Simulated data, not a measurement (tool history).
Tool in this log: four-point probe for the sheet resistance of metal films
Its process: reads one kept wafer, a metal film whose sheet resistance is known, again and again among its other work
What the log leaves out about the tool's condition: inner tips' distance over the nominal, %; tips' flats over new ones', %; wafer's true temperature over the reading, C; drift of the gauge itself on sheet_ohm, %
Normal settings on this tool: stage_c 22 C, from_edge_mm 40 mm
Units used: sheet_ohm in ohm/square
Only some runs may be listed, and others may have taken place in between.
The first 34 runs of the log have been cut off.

| run | hour | stage_c | from_edge_mm | touches since the probe head was changed | hours of work since the stage's thermometer was calibrated | sheet_ohm |
|---|---|---|---|---|---|---|
| 35 | 2314.2 | 20 | 37 | 102723 | 710 | 0.196176 |
| 36 | 2374.9 | 20 | 37 | 104230 | 754 | 0.196227 |
| 37 | 2427.4 | 23 | 26 | 105535 | 793 | 0.195543 |
| 38 | 2469.0 | 23 | 26 | 106569 | 823 | 0.195488 |
| 39 | 2513.7 | 22 | 5 | 107678 | 856 | 0.202093 |
| 40 | 2588.7 | 32 | 14 | 109541 | 911 | 0.193900 |
| 41 | 2643.9 | 22 | 11 | 110911 | 951 | 0.197009 |
| 42 | 2726.8 | 22 | 10 | 112971 | 1012 | 0.197279 |
| 43 | 2786.5 | 26 | 3 | 114453 | 1056 | 0.211467 |
| 44 | 2852.3 | 34 | 14 | 116089 | 1104 | 0.193427 |

What if the next run were any one of these 5? Each begins from the tool's condition after run 44:
| A | 2914.8 | 19 | 40 | 117639 | 1150 | ? |
| B | 2914.8 | 18 | 45 | 117639 | 1150 | ? |
| C | 2914.8 | 28 | 62 | 117639 | 1150 | ? |
| D | 2914.8 | 22 | 35 | 117639 | 1150 | ? |
| E | 2914.8 | 19 | 6 | 117639 | 1150 | ? |

| run | sheet_ohm |
|---|---|
| A | 0.196540 |
| B | 0.196721 |
| C | 0.194031 |
| D | 0.195698 |
| E | 0.200978 |
Stripped of hidden state, with their random variation kept, the same runs would have yielded:
| run | sheet_ohm |
|---|---|
| A | 0.196535 |
| B | 0.196716 |
| C | 0.194026 |
| D | 0.195693 |
| E | 0.200973 |

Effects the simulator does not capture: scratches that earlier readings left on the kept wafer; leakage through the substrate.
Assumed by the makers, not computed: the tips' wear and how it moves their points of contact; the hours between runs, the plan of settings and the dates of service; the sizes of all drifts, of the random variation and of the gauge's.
